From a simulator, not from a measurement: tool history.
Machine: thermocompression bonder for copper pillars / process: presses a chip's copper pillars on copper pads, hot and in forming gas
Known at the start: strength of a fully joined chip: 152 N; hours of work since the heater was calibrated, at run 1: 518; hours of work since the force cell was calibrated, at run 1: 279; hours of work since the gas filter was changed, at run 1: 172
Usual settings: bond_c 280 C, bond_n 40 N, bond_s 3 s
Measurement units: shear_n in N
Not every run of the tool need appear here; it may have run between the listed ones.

run,hour,bond_c,bond_n,bond_s,hours of work since the heater was calibrated,hours of work since the force cell was calibrated,hours of work since the gas filter was changed,shear_n
1,0.0,280,40,3,518,279,172,103.7
2,22.8,280,40,3,529,290,183,103.4
3,39.7,288,40,3,537,299,191,110.0
4,65.4,288,40,3,550,311,204,111.0
5,89.0,288,40,3,561,322,215,111.1
6,103.0,280,40,3,568,329,222,102.9
7,127.6,291,40,3,580,341,234,111.0
8,145.3,291,40,3,589,350,242,111.6
9,162.7,291,40,3,597,358,251,110.1
10,175.1,291,40,3,603,364,257,111.0
11,194.8,291,40,3,613,374,266,111.7
12,215.7,280,40,2,623,384,277,91.4
# hour 219.5: heater calibrated with a thermocouple chip
13,244.0,270,40,2,12,397,289,81.6
14,255.0,296,40,3,17,402,295,115.8
15,278.3,296,40,3,28,413,306,113.7
16,296.0,280,40,3,37,422,314,102.0
# hour 311.5: heater calibrated with a thermocouple chip, once more
17,321.9,280,40,3,5,433,326,95.9
18,336.3,280,40,8,12,440,333,118.0
19,352.6,280,40,8,20,448,341,118.1
20,374.4,280,40,3,30,459,352,93.2
21,395.6,280,40,3,41,469,362,93.6
22,415.9,280,40,3,51,479,372,93.1
23,432.4,280,40,3,59,487,380,93.4
# hour 449.3: forming gas filter changed
24,455.7,280,40,3,70,498,3,103.9
25,474.4,253,40,3,79,507,12,75.2
26,499.3,260,40,3,91,519,24,82.3
27,511.1,256,44,4,97,525,30,92.9
28,524.3,283,44,2,103,531,36,103.2
29,542.0,283,44,2,112,540,45,101.5
30,565.7,283,29,5,123,551,56,93.9
31,582.9,283,29,5,131,560,65,93.9
32,596.7,278,40,4,138,566,71,107.1
33,613.1,278,40,4,146,574,79,106.4
34,626.2,265,55,5,152,581,86,124.0
35,648.2,286,27,2,163,591,96,65.9
36,662.9,286,27,2,170,598,104,64.4
37,688.4,286,27,4,182,611,116,83.0
38,714.6,280,40,2,195,624,129,89.0
39,734.0,292,33,6,205,633,138,113.0
40,748.7,280,29,7,212,640,145,97.8
41,771.5,280,29,7,223,651,156,96.6

Predict each of these 3 candidate next runs independently; none follows another, all start after run 41:
A,791.5,285,40,3,232,661,166,?
B,791.5,299,32,2,232,661,166,?
C,791.5,284,40,2,232,661,166,?

run,shear_n
A,103.1
B,88.2
C,91.5
Stripped of hidden state, with their random variation kept, the same runs would have yielded:
run,shear_n
A,114.4
B,99.0
C,102.5
